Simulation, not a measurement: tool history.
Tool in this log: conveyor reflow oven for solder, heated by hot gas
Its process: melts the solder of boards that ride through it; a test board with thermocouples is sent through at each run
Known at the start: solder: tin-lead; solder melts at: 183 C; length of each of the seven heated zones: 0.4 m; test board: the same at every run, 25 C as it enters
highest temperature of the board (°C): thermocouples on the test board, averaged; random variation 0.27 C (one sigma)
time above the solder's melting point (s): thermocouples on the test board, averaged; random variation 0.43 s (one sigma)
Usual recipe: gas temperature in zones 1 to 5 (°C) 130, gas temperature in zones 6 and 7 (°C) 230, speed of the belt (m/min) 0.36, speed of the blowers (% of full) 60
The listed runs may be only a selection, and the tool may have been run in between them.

run	hour	gas temperature in zones 1 to 5 (°C)	gas temperature in zones 6 and 7 (°C)	speed of the belt (m/min)	speed of the blowers (% of full)	highest temperature of the board (°C)	time above the solder's melting point (s)
1	0	130	230	0.36	60	212.9	91.6
2	42.9	130	230	0.36	60	212.8	90.5
# hour 89.1: flux residue cleaned out of gas plates and filters
3	91.9	130	230	0.36	60	211.2	87.3
4	121.3	130	230	0.36	60	211.4	86.5
5	158.5	130	230	0.36	60	210.6	85.3
6	201.5	130	230	0.363	60	210.1	83.8
7	243.5	130	230	0.363	60	209.7	83.7
8	278.5	130	230	0.363	60	209.5	82.7
# hour 313.9: flux residue cleaned out of gas plates and filters, once more
9	315.7	130	230	0.363	60	214.2	92.3
10	352.6	130	230	0.36	60	214.3	93.3
11	382.3	124	230	0.36	60	213	87.9
12	413.2	124	230	0.36	60	212.7	87.6
13	443.3	124	224	0.36	60	207.5	79.3
14	462.7	134	224	0.36	60	208.6	87.7
15	500.8	134	224	0.36	60	208.5	87.3
16	527.8	117	224	0.317	60	209.3	92.9
# hour 554.6: belt drive overhauled, speed set with a stopwatch
17	567.8	117	224	0.317	88	213.4	102.9
18	592.1	130	230	0.396	65	210.1	78.1
19	622.6	119	230	0.36	53	208.3	75.9
20	656.2	123	230	0.296	60	216.9	114.9
21	674.8	123	230	0.34	60	213.3	92.1
22	694.8	123	230	0.34	60	213	91.3
23	737.1	130	224	0.344	60	207.4	85.8
# hour 744.7: thermocouples of zones 6 and 7 changed
# hour 757.1: flux residue cleaned out of gas plates and filters
24	769.6	130	224	0.324	54	211.3	99
25	802.4	123	231	0.393	54	210.1	73.5
26	845.4	132	225	0.36	60	210.6	88.5
27	885.1	132	225	0.36	60	210.7	88.7

Run 28 has not been measured yet. What should we expect?
28	923.8	132	225	0.36	60	?	?

highest temperature of the board (°C): 210.2
time above the solder's melting point (s): 87.9
Without the tool's hidden state the same run would have given highest temperature of the board (°C) 211.5, time above the solder's melting point (s) 90.4.

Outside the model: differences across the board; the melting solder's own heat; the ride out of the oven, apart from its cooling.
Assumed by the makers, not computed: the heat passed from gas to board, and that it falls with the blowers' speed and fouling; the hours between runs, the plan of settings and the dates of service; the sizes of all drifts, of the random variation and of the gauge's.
